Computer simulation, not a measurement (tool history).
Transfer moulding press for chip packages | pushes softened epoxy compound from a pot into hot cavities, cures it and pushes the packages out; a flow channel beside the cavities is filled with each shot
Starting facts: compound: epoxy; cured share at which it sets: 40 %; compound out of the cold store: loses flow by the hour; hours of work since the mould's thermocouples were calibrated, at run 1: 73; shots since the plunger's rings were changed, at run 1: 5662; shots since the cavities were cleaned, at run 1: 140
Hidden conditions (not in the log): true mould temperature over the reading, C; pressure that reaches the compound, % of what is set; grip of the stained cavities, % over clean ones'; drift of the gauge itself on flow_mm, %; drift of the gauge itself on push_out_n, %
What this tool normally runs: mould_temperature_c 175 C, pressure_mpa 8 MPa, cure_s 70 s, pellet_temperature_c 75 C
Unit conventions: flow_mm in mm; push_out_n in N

run	hour	mould_temperature_c	pressure_mpa	cure_s	pellet_temperature_c	hours of work since the mould's thermocouples were calibrated	shots since the plunger's rings were changed	shots since the cavities were cleaned	incoming compound's hours out of the cold store	flow_mm	push_out_n
1	0	175	8	70	75	73	5662	140	18.4	732	687
2	9.1	175	8	70	66	78	5807	285	20.1	726	743
3	17.8	169	8	70	66	83	5945	423	34.5	709	1181
4	26.3	175	8	70	82	88	6081	559	38.1	654	755
# hour 33.8: cavities cleaned with cleaning compound and waxed
5	35	175	8	70	82	92	6195	20	18.8	720	897
6	47.9	175	8	70	82	100	6400	225	15.2	730	912
7	58.9	175	8	70	75	107	6574	399	38.6	660	897
# hour 71.1: plunger's sealing rings changed
# hour 78.6: cavities cleaned with cleaning compound and waxed
# hour 81.1: cavities cleaned with cleaning compound and waxed, once more
8	81.8	175	8	72	75	117	121	10	9.6	859	621
9	92.4	183	8	72	75	123	290	179	13	803	470
10	106.2	183	8	72	75	131	510	399	38	714	538
# hour 122.9: cavities cleaned with cleaning compound and waxed
11	122.9	175	8	70	75	140	752	0	10.1	842	613
12	134.3	175	8	70	75	147	933	181	32.4	745	676
13	151.7	175	8	70	75	157	1210	458	32.2	746	721
14	161.4	175	8	70	75	163	1363	611	31.7	756	807
# hour 165.3: cavities cleaned with cleaning compound and waxed
15	172.5	175	8	70	75	169	1517	115	26.3	758	669
16	181.7	175	8	70	75	174	1662	260	38.1	722	683
17	188.9	174	9.32	70	75	179	1778	376	14.7	889	836
# hour 207.1: cavities cleaned with cleaning compound and waxed
18	207.3	174	9.32	70	75	189	2047	5	44.2	752	610
19	216.2	174	9.32	70	75	194	2187	145	20.2	857	709
20	226.8	174	9.32	70	75	200	2357	315	41.1	761	765
21	235.8	174	6.33	70	75	205	2499	457	9.9	735	918
# hour 249.2: cavities cleaned with cleaning compound and waxed
22	250.9	168	9.68	81	69	213	2715	27	21.7	882	777
23	260.6	175	6.14	70	75	219	2870	182	13.2	695	705
24	271.2	175	7.87	70	75	226	3039	351	18	764	773
25	285	175	7.87	70	75	234	3258	570	47.3	663	775
# hour 291: cavities cleaned with cleaning compound and waxed
26	303.3	171	6.47	80	75	244	3526	196	17.1	716	745
27	320.2	183	9.24	101	83	254	3793	463	12.5	800	527
# hour 333.3: cavities cleaned with cleaning compound and waxed
28	338.1	183	9.24	101	83	263	4055	77	33.1	729	424
29	350.3	175	6.23	70	80	271	4249	271	15.4	682	739

Consider 3 possible next runs. They are alternatives, not a sequence: every one starts from the tool as it was left by run 29. What does each give?
A	363.9	175	6.67	70	82	279	4466	488	44.1	?	?
B	363.9	179	6.34	70	80	279	4466	488	28.9	?	?
C	363.9	175	6.23	67	77	279	4466	488	9.6	?	?

run	flow_mm	push_out_n
A	618	747
B	621	611
C	700	916
The same runs, with their run-to-run variation unchanged, on a tool lacking any hidden condition would have given:
run	flow_mm	push_out_n
A	672	557
B	675	459
C	761	679
